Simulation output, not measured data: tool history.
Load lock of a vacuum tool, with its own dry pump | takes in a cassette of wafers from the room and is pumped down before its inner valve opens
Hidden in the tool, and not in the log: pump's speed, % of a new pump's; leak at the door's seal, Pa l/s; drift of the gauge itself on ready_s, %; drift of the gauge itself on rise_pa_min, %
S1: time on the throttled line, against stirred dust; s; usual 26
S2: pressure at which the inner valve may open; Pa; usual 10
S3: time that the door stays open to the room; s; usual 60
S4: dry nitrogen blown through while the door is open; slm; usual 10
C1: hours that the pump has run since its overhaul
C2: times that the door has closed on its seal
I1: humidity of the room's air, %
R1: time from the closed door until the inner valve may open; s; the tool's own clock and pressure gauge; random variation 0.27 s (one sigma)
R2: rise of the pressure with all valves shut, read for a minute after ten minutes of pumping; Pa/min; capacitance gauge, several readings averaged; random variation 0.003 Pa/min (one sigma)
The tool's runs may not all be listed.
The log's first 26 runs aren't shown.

| run | hour | S1 | S2 | S3 | S4 | C1 | C2 | I1 | R1 | R2 |
|---|---|---|---|---|---|---|---|---|---|---|
| 27 | 13569.8 | 26 | 13 | 60 | 7 | 13655 | 6450 | 45.2 | 62.1 | 0.079 |
| 28 | 13919.6 | 26 | 13 | 60 | 7 | 14005 | 7824 | 46.6 | 61.9 | 0.088 |
| 29 | 14440.4 | 15 | 12 | 60 | 7 | 14526 | 9870 | 42.9 | 54.8 | 0.093 |
| 30 | 15130.2 | 21 | 10 | 60 | 8 | 15216 | 12580 | 42.5 | 60.4 | 0.099 |
| 31 | 15553.9 | 26 | 10 | 90 | 7 | 15640 | 14244 | 43.0 | 63.4 | 0.136 |
| 32 | 16156.2 | 26 | 10 | 90 | 7 | 16242 | 16611 | 42.4 | 64.5 | 0.149 |
| 33 | 16771.4 | 26 | 8 | 120 | 10 | 16857 | 19027 | 45.5 | 65.2 | 0.174 |
| 34 | 17159.4 | 42 | 8 | 60 | 10 | 17245 | 20552 | 48.0 | 77.0 | 0.159 |
| 35 | 17668.7 | 42 | 8 | 60 | 10 | 17754 | 22552 | 44.4 | 76.6 | 0.168 |
| 36 | 18025.8 | 17 | 8 | 123 | 26 | 18111 | 23956 | 47.1 | 59.7 | 0.188 |

4 ways to go on from here, each from the tool as it stands after run 36. What would each give?
| A | 18550.6 | 26 | 10 | 204 | 44 | 18636 | 26017 | 46.7 | ? | ? |
| B | 18550.6 | 26 | 8 | 104 | 11 | 18636 | 26017 | 41.9 | ? | ? |
| C | 18550.6 | 29 | 8 | 123 | 15 | 18636 | 26017 | 45.8 | ? | ? |
| D | 18550.6 | 17 | 8 | 123 | 11 | 18636 | 26017 | 48.5 | ? | ? |

| run | R1 | R2 |
|---|---|---|
| A | 64.8 | 0.205 |
| B | 65.9 | 0.211 |
| C | 67.7 | 0.222 |
| D | 59.5 | 0.234 |
Without the tool's hidden state the same runs would have given:
| run | R1 | R2 |
|---|---|---|
| A | 60.5 | 0.053 |
| B | 61.4 | 0.060 |
| C | 63.4 | 0.070 |
| D | 54.7 | 0.083 |

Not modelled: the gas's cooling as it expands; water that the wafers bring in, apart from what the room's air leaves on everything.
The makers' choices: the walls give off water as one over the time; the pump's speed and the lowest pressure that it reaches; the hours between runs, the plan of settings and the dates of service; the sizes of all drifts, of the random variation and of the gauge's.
